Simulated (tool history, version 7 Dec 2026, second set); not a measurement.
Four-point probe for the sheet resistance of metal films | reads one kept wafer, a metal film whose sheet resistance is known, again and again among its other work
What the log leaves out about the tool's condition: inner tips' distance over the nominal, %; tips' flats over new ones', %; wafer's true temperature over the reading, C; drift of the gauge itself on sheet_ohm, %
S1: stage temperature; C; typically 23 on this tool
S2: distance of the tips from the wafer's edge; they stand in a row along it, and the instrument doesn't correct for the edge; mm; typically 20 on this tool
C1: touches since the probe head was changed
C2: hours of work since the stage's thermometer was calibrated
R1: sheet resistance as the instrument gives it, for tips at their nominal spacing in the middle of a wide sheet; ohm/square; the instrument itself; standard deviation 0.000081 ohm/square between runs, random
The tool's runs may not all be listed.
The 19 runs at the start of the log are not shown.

run	hour	S1	S2	C1	C2	R1
20	514.3	23	48	23863	2445	0.402004
21	535.7	21	34	24162	2457	0.401971
22	560.4	24	18	24509	2471	0.403273
# hour 575.6: stage's thermometer calibrated
23	591.9	23	44	24945	9	0.401847
24	607.9	22	74	25169	18	0.401422
25	645.1	29	6	25692	39	0.411965
26	664.8	31	6	25968	51	0.412341
27	687.2	31	6	26283	63	0.412271
28	724.6	31	6	26808	85	0.412207
29	747.6	31	6	27131	98	0.412345
30	764.5	31	6	27369	107	0.412174
31	790.9	31	6	27739	122	0.412285
# hour 802.8: stage's thermometer calibrated, once more
32	819.6	31	6	28135	10	0.413835
33	838.0	21	8	28394	20	0.408281
34	860.4	21	74	28708	33	0.402698
35	893.1	30	6	29167	51	0.413716
36	916.8	30	6	29501	65	0.413521
37	941.4	21	4	29846	79	0.423482
38	959.5	24	4	30100	89	0.423850
39	979.8	24	4	30384	101	0.423707
40	995.6	33	20	30606	110	0.405378

Branching from run 40: 3 alternative next runs. What would each branch give?
A	1020.3	31	7	30953	124	?
B	1020.3	23	10	30953	124	?
C	1020.3	27	34	30953	124	?

run	R1
A	0.411111
B	0.406464
C	0.403908
The same runs, with their run-to-run variation unchanged, on a tool lacking any hidden condition would have given:
run	R1
A	0.411645
B	0.406992
C	0.404433
